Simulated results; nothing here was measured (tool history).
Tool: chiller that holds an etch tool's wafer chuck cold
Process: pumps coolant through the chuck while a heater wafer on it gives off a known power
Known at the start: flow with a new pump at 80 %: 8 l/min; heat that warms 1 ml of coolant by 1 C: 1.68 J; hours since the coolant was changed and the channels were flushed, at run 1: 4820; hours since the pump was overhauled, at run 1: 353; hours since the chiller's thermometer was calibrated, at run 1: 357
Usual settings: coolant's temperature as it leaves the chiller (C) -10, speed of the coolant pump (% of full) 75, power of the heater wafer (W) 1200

run   hour  coolant's temperature as it leaves the chiller (C)  speed of the coolant pump (% of full)  power of the heater wafer (W)  hours since the coolant was changed and the channels were flushed  hours since the pump was overhauled  hours since the chiller's thermometer was calibrated  chuck's temperature once it has settled (C)  how much warmer the coolant comes back (C)
  1    0.0                                                 -10                                     75                           1200                                                               4820                                  353                                                   357                                          0.1                                        5.72
  2   19.8                                                 -18                                     75                           1200                                                               4840                                  373                                                   377                                         -8.1                                        5.63
  3   37.9                                                 -18                                     75                           1200                                                               4858                                  391                                                   395                                         -8.0                                        5.66
  4   62.1                                                 -18                                     75                           1200                                                               4882                                  415                                                   419                                         -7.9                                        5.58
  5   80.9                                                 -18                                     75                           1200                                                               4901                                  434                                                   438                                         -8.0                                        5.66
  6  103.3                                                 -10                                     75                           1200                                                               4923                                  456                                                   460                                          0.1                                        5.63
  7  134.8                                                  -7                                     75                           1200                                                               4955                                  488                                                   492                                          2.9                                        5.58
  8  155.1                                                 -10                                     68                           1200                                                               4975                                  508                                                   512                                          0.7                                        6.16
  9  174.9                                                 -10                                     68                           1200                                                               4995                                  528                                                   532                                          0.7                                        6.07
 10  200.8                                                 -10                                     68                           1200                                                               5021                                  554                                                   558                                          0.6                                        6.10
 11  219.7                                                 -10                                     68                           1200                                                               5040                                  573                                                   577                                          0.7                                        6.05
 12  241.2                                                  -6                                     68                           1200                                                               5061                                  594                                                   598                                          4.7                                        6.00
 13  267.6                                                  -6                                     68                           1200                                                               5088                                  621                                                   625                                          4.6                                        6.07
 14  284.0                                                 -10                                     75                           1200                                                               5104                                  637                                                   641                                          0.2                                        5.46
 15  309.5                                                 -10                                     61                           1200                                                               5130                                  662                                                   667                                          1.7                                        6.69
 16  337.8                                                 -10                                     61                           1200                                                               5158                                  691                                                   695                                          1.6                                        6.69
 17  366.8                                                 -10                                     78                           1324                                                               5187                                  720                                                   724                                          0.8                                        5.74
 18  395.6                                                 -10                                     78                           1324                                                               5216                                  749                                                   753                                          0.7                                        5.68
 19  417.8                                                  -6                                     89                            949                                                               5238                                  771                                                   775                                          1.0                                        3.44
 20  444.2                                                 -15                                     89                           1513                                                               5264                                  797                                                   801                                         -3.8                                        5.71
 21  466.0                                                 -15                                     89                           1513                                                               5286                                  819                                                   823                                         -3.9                                        5.72
     470.1  -- gauge calibrated
 22  494.0                                                 -15                                     89                           1513                                                               5314                                  847                                                   851                                         -3.9                                        6.04
 23  516.0                                                 -15                                     89                            698                                                               5336                                  869                                                   873                                         -9.7                                        2.76
 24  533.9                                                  -7                                     89                            752                                                               5354                                  887                                                   891                                         -1.4                                        2.99
 25  555.0                                                  -6                                     90                           1184                                                               5375                                  908                                                   912                                          2.7                                        4.64
 26  580.8                                                  -6                                     90                           1184                                                               5401                                  934                                                   938                                          2.8                                        4.56
 27  613.4                                                  -6                                     90                           1184                                                               5434                                  966                                                   970                                          2.8                                        4.57
 28  632.5                                                  -6                                     90                           1184                                                               5453                                  985                                                   990                                          2.7                                        4.58
 29  662.7                                                 -18                                     76                            979                                                               5483                                 1016                                                  1020                                        -10.0                                        4.44
 30  684.8                                                 -18                                     76                            979                                                               5505                                 1038                                                  1042                                         -9.9                                        4.39
 31  712.6                                                 -18                                     76                            979                                                               5533                                 1066                                                  1070                                         -9.8                                        4.39

Hidden state at the last listed run before each entry between runs and at the first one after, where it differs:
Between runs 21 and 22: gauge calibrated (hour 470.1)
  drift of the gauge itself on warmer_back_c, C: -0.41 -> -0.02
  measured less the result without the state, how much warmer the coolant comes back (C): -0.41 -> -0.02
